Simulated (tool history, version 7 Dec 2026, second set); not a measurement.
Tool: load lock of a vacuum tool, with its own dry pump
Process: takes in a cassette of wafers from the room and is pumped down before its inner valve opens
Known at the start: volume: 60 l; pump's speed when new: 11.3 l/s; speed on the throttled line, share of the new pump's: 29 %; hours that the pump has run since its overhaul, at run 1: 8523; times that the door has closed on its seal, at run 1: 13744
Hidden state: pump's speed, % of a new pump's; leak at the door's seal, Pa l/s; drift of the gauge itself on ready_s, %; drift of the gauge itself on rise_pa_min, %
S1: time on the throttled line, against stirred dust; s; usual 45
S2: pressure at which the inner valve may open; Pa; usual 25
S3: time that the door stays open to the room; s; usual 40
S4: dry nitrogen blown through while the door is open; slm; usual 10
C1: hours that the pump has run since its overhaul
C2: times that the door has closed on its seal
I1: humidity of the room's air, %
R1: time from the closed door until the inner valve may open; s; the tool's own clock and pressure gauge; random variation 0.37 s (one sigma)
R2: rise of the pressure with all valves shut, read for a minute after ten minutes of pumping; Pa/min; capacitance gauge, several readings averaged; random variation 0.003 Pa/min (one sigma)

run,hour,S1,S2,S3,S4,C1,C2,I1,R1,R2
1,0.0,45,25,40,10,8523,13744,45.8,80.8,0.088
2,496.8,45,25,40,10,9020,14545,43.6,80.9,0.090
3,862.5,45,25,40,10,9386,15135,43.8,79.7,0.093
4,1125.7,45,25,40,10,9649,15559,45.5,80.7,0.091
5,1374.5,45,25,40,10,9898,15961,46.6,81.1,0.097
6,1794.6,45,25,40,10,10318,16638,46.9,81.0,0.104
7,2329.2,45,25,40,10,10852,17500,45.1,81.4,0.104
8,2793.8,45,31,194,6,11317,18249,45.6,80.5,0.140
9,3295.7,45,31,194,6,11819,19059,46.1,81.0,0.137
10,3771.3,45,31,194,6,12294,19826,43.8,81.0,0.142
11,4112.2,45,38,89,16,12635,20375,43.7,79.4,0.126
12,4414.1,45,38,100,25,12937,20862,40.3,80.1,0.126
13,4792.1,45,29,40,10,13315,21472,43.9,82.6,0.129

Forecast each of these 3 alternatives for the next run:
A,5098.7,45,22,39,28,13622,21966,44.5,?,?
B,5098.7,45,27,37,4,13622,21966,44.3,?,?
C,5098.7,45,25,40,11,13622,21966,40.8,?,?

run,R1,R2
A,84.1,0.127
B,82.5,0.131
C,82.6,0.120
Without the tool's hidden state the same runs would have given:
run,R1,R2
A,77.0,0.025
B,75.6,0.027
C,75.6,0.018
